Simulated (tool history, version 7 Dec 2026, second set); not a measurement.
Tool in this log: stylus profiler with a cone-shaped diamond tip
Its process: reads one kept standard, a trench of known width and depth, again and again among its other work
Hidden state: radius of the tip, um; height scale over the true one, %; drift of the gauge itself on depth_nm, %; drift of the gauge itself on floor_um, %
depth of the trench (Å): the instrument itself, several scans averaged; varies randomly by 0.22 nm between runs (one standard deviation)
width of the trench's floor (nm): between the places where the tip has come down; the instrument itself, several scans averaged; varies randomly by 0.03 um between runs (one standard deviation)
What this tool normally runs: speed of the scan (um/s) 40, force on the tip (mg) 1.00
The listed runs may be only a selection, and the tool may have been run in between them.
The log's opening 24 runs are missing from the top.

run,hour,speed of the scan (um/s),force on the tip (mg),scans with this tip,hours of work since the height scale was calibrated,depth of the trench (Å),width of the trench's floor (nm)
25,1404.1,27,1.00,16042,460,10057.4,43330
26,1440.8,15,0.34,16208,485,10035.4,43290
27,1498.7,20,0.37,16469,524,10041.8,43200
28,1572.4,117,1.34,16800,574,10072.0,42960
29,1610.4,117,1.60,16971,599,10075.3,42920
30,1663.4,143,1.80,17210,635,10084.5,42870
31,1741.8,77,0.45,17564,688,10051.9,42790
32,1776.8,147,1.43,17721,712,10079.2,42730
33,1816.3,26,0.44,17899,739,10052.2,42990
34,1871.1,26,0.44,18146,776,10055.7,42980
35,1911.9,34,1.08,18330,803,10072.9,43020
36,1976.3,130,0.62,18620,847,10061.4,42420
37,2044.8,130,0.62,18928,893,10065.4,42410
38,2110.5,18,1.87,19224,938,10098.6,42920
39,2185.1,18,1.87,19560,988,10096.9,42880
40,2218.8,101,0.62,19712,1011,10071.1,42460
41,2274.7,36,2.28,19963,1049,10108.9,42830
42,2338.9,36,2.28,20253,1092,10116.1,42750
43,2373.3,36,2.28,20407,1115,10113.8,42820
44,2410.5,43,1.40,20575,1141,10093.8,42660
45,2460.7,57,0.56,20801,1175,10072.5,42510

4 options for the next run, each taken on its own from the tool as it stands now. Forecast them:
A,2509.1,23,1.43,21019,1207,?,?
B,2509.1,50,0.56,21019,1207,?,?
C,2509.1,24,1.00,21019,1207,?,?
D,2509.1,83,1.58,21019,1207,?,?

run,depth of the trench (Å),width of the trench's floor (nm)
A,10101.1,42730
B,10076.2,42520
C,10088.6,42720
D,10102.0,42560
Stripped of hidden state, with their random variation kept, the same runs would have yielded:
run,depth of the trench (Å),width of the trench's floor (nm)
A,10051.2,45950
B,10026.4,45740
C,10038.8,45940
D,10052.2,45780

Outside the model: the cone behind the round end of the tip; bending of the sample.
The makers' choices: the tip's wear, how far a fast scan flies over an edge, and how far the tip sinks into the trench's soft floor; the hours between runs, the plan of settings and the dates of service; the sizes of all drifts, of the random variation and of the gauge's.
